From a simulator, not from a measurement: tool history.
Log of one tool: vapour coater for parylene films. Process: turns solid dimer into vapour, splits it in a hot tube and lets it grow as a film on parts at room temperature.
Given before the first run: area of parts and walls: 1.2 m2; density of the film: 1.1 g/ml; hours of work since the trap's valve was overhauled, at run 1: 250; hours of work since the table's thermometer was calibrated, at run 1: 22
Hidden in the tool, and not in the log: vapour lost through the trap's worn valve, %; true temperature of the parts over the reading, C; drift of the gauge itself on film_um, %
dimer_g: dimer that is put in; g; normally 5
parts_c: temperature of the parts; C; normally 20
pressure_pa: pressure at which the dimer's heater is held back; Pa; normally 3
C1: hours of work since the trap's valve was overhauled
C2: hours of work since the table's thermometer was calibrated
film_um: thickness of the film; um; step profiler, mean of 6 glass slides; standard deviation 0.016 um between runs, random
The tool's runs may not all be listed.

Run 1, hour 0: usual settings; C1 250; C2 22. Result: film_um 1.98 um.
Run 2, hour 34.2: usual settings; C1 277; C2 49. Result: film_um 1.99 um.
Run 3, hour 72.6: usual settings but dimer_g 8 g; C1 308; C2 80. Result: film_um 3.1 um.
At hour 106.8: trap's valve overhauled.
Run 4, hour 115: usual settings but dimer_g 4 g; C1 6; C2 110. Result: film_um 1.76 um.
Run 5, hour 162: usual settings but dimer_g 3 g; C1 44; C2 148. Result: film_um 1.32 um.
Run 6, hour 210.9: usual settings but dimer_g 3 g; C1 83; C2 186. Result: film_um 1.28 um.
Run 7, hour 259.9: usual settings but dimer_g 3 g; C1 121; C2 225. Result: film_um 1.27 um.
Run 8, hour 300.7: usual settings but dimer_g 3 g; C1 154; C2 258. Result: film_um 1.27 um.
Run 9, hour 331.9: usual settings but dimer_g 3 g; C1 179; C2 282. Result: film_um 1.23 um.
Run 10, hour 361.4: usual settings but dimer_g 3 g; C1 202; C2 306. Result: film_um 1.23 um.
Run 11, hour 401.3: usual settings but dimer_g 3 g; C1 234; C2 337. Result: film_um 1.22 um.
Run 12, hour 428.2: usual settings but dimer_g 3 g; C1 255; C2 359. Result: film_um 1.22 um.
Run 13, hour 479.9: usual settings; C1 296; C2 400. Result: film_um 2.01 um.
Run 14, hour 503.8: usual settings; C1 315; C2 419. Result: film_um 1.98 um.
At hour 526.4: trap's valve overhauled.
Run 15, hour 559.2: usual settings; C1 26; C2 460. Result: film_um 2.21 um.
Run 16, hour 588.4: usual settings; C1 49; C2 483. Result: film_um 2.13 um.
Run 17, hour 615.2: usual settings; C1 70; C2 504. Result: film_um 2.16 um.
Run 18, hour 663.4: usual settings; C1 109; C2 542. Result: film_um 2.12 um.
Run 19, hour 705.5: usual settings but dimer_g 6 g; C1 142; C2 576. Result: film_um 2.52 um.
Run 20, hour 728.8: usual settings; C1 161; C2 594. Result: film_um 2.08 um.
Run 21, hour 753.6: usual settings; C1 180; C2 614. Result: film_um 2.08 um.
Run 22, hour 796: usual settings; C1 214; C2 647. Result: film_um 2.06 um.
Run 23, hour 831.5: usual settings; C1 242; C2 676. Result: film_um 2.02 um.
Run 24, hour 858.6: usual settings but dimer_g 3 g, parts_c 21 C; C1 264; C2 697. Result: film_um 1.18 um.
Run 25, hour 890.7: usual settings but pressure_pa 4.76 Pa; C1 289; C2 723. Result: film_um 1.81 um.
At hour 896.2: table's thermometer calibrated.
Run 26, hour 933.7: usual settings but dimer_g 3 g, pressure_pa 11.82 Pa; C1 322; C2 30. Result: film_um 0.91 um.
At hour 947.6: trap's valve overhauled.
Run 27, hour 985.2: usual settings but dimer_g 2 g, parts_c 18 C, pressure_pa 3.18 Pa; C1 30; C2 67. Result: film_um 0.9 um.
Run 28, hour 1029.3: usual settings but parts_c 21 C, pressure_pa 10.05 Pa; C1 65; C2 103. Result: film_um 1.64 um.
At hour 1045.7: table's thermometer calibrated, once more.
Run 29, hour 1067: usual settings but parts_c 21 C, pressure_pa 10.05 Pa; C1 94; C2 17. Result: film_um 1.65 um.
Run 30, hour 1104.2: usual settings but dimer_g 4 g, pressure_pa 4.45 Pa; C1 124; C2 46. Result: film_um 1.58 um.
Run 31, hour 1135.1: usual settings but dimer_g 4 g, pressure_pa 4.45 Pa; C1 148; C2 71. Result: film_um 1.54 um.
Run 32, hour 1162.2: usual settings but dimer_g 4 g, pressure_pa 4.45 Pa; C1 169; C2 92. Result: film_um 1.56 um.
Run 33, hour 1200.3: usual settings but dimer_g 6 g, parts_c 31 C, pressure_pa 5.41 Pa; C1 200; C2 123. Result: film_um 1.75 um.
Run 34, hour 1238.7: usual settings but dimer_g 8 g, pressure_pa 6.75 Pa; C1 230; C2 153. Result: film_um 2.82 um.
Run 35, hour 1266.1: usual settings but dimer_g 8 g, pressure_pa 6.75 Pa; C1 252; C2 175. Result: film_um 2.78 um.
Run 36, hour 1302.7: usual settings but dimer_g 8 g, parts_c 22 C, pressure_pa 4.73 Pa; C1 281; C2 204. Result: film_um 2.78 um.
Run 37, hour 1346.7: usual settings but dimer_g 8 g, parts_c 22 C, pressure_pa 4.73 Pa; C1 316; C2 239. Result: film_um 2.74 um.
At hour 1368.5: trap's valve overhauled.
Run 38, hour 1384.7: usual settings but dimer_g 8 g, parts_c 22 C, pressure_pa 10.37 Pa; C1 13; C2 266. Result: film_um 2.64 um.
Run 39, hour 1427.5: usual settings but dimer_g 8 g, parts_c 22 C, pressure_pa 10.37 Pa; C1 47; C2 300. Result: film_um 2.63 um.
Run 40, hour 1479: usual settings but dimer_g 4 g, parts_c 27 C; C1 88; C2 341. Result: film_um 1.5 um.
Run 41, hour 1528.6: usual settings but dimer_g 7 g, parts_c 30 C, pressure_pa 7.45 Pa; C1 127; C2 380. Result: film_um 1.99 um.
Run 42, hour 1573.1: usual settings but parts_c 13 C, pressure_pa 4.97 Pa; C1 162; C2 415. Result: film_um 2.23 um.
Run 43, hour 1603.3: usual settings but dimer_g 8 g, pressure_pa 4.76 Pa; C1 186; C2 439. Result: film_um 3.07 um.
Run 44, hour 1642.8: usual settings but dimer_g 8 g, pressure_pa 4.76 Pa; C1 218; C2 471. Result: film_um 3.03 um.
Run 45, hour 1684.3: usual settings but dimer_g 8 g, parts_c 19 C, pressure_pa 7.03 Pa; C1 251; C2 504. Result: film_um 2.81 um.
Run 46, hour 1730.9: usual settings but dimer_g 6 g, parts_c 19 C, pressure_pa 3.53 Pa; C1 288; C2 541. Result: film_um 2.39 um.

How the hidden state differs across the entries between the runs, from the last listed run before each to the first after it:
In the gap between runs 3 and 4: trap's valve overhauled (hour 106.8)
  vapour lost through the trap's worn valve, %: 11.9 -> 0.6; true temperature of the parts over the reading, C: 0.24 -> 0.23
  measured result minus the result with no hidden state, film_um: -0.43 -> -0.02 um
In the gap between runs 14 and 15: trap's valve overhauled (hour 526.4)
  vapour lost through the trap's worn valve, %: 10.9 -> 1.7; true temperature of the parts over the reading, C: 0.14 -> 0.13
  measured result minus the result with no hidden state, film_um: -0.24 -> -0.04 um
In the gap between runs 25 and 26: table's thermometer calibrated (hour 896.2)
  vapour lost through the trap's worn valve, %: 10.4 -> 11.5; true temperature of the parts over the reading, C: 0.05 -> 0.06
  measured result minus the result with no hidden state, film_um: -0.22 -> -0.12 um
In the gap between runs 26 and 27: trap's valve overhauled (hour 947.6)
  vapour lost through the trap's worn valve, %: 11.5 -> 1.6; true temperature of the parts over the reading, C: 0.06 -> 0.05
  measured result minus the result with no hidden state, film_um: -0.12 -> -0.02 um
In the gap between runs 28 and 29: table's thermometer calibrated, once more (hour 1045.7)
  vapour lost through the trap's worn valve, %: 2.8 -> 3.8; true temperature of the parts over the reading, C: 0.04 -> -0.16
  measured result minus the result with no hidden state, film_um: -0.05 -> -0.06 um
In the gap between runs 37 and 38: trap's valve overhauled (hour 1368.5)
  vapour lost through the trap's worn valve, %: 10.9 -> 0.6; true temperature of the parts over the reading, C: -0.23 -> -0.24
  measured result minus the result with no hidden state, film_um: -0.33 -> -0.01 um
